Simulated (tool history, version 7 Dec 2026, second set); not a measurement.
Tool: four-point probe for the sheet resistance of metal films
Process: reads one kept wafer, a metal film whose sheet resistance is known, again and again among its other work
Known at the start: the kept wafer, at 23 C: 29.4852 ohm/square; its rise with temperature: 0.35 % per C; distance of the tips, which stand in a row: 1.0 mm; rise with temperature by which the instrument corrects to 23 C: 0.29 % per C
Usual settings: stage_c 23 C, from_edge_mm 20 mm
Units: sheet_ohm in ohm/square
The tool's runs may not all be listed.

run 1 day=0.000 | stage_c=23 from_edge_mm=20 | sheet_ohm=29.470663
run 2 day=4.117 | stage_c=23 from_edge_mm=19 | sheet_ohm=29.480341
run 3 day=9.467 | stage_c=23 from_edge_mm=19 | sheet_ohm=29.461585
run 4 day=12.092 | stage_c=23 from_edge_mm=19 | sheet_ohm=29.468592
run 5 day=15.421 | stage_c=23 from_edge_mm=19 | sheet_ohm=29.443903
run 6 day=19.925 | stage_c=23 from_edge_mm=19 | sheet_ohm=29.445695
run 7 day=23.304 | stage_c=23 from_edge_mm=20 | sheet_ohm=29.430594
run 8 day=25.825 | stage_c=23 from_edge_mm=20 | sheet_ohm=29.433594
run 9 day=28.458 | stage_c=23 from_edge_mm=14 | sheet_ohm=29.457262
run 10 day=33.254 | stage_c=35 from_edge_mm=3 | sheet_ohm=31.226386
-- day=33.775 stage's thermometer calibrated
run 11 day=38.504 | stage_c=28 from_edge_mm=31 | sheet_ohm=29.400292
run 12 day=42.446 | stage_c=33 from_edge_mm=75 | sheet_ohm=29.467054
run 13 day=46.317 | stage_c=20 from_edge_mm=15 | sheet_ohm=29.310286
run 14 day=50.883 | stage_c=20 from_edge_mm=15 | sheet_ohm=29.306257
run 15 day=54.296 | stage_c=34 from_edge_mm=12 | sheet_ohm=29.558724
run 16 day=58.600 | stage_c=34 from_edge_mm=12 | sheet_ohm=29.550861
run 17 day=63.967 | stage_c=33 from_edge_mm=12 | sheet_ohm=29.530909

5 ways to go on from here, each from the tool as it stands after run 17. What would each give?
run A day=67.692 | stage_c=22 from_edge_mm=40 | sheet_ohm=?
run B day=67.692 | stage_c=23 from_edge_mm=9 | sheet_ohm=?
run C day=67.692 | stage_c=19 from_edge_mm=23 | sheet_ohm=?
run D day=67.692 | stage_c=33 from_edge_mm=61 | sheet_ohm=?
run E day=67.692 | stage_c=28 from_edge_mm=73 | sheet_ohm=?

run=A sheet_ohm=29.262106
run=B sheet_ohm=29.451716
run=C sheet_ohm=29.225026
run=D sheet_ohm=29.420423
run=E sheet_ohm=29.342295
Without the tool's hidden state the same runs would have given:
run=A sheet_ohm=29.490472
run=B sheet_ohm=29.681436
run=C sheet_ohm=29.453144
run=D sheet_ohm=29.649841
run=E sheet_ohm=29.571187
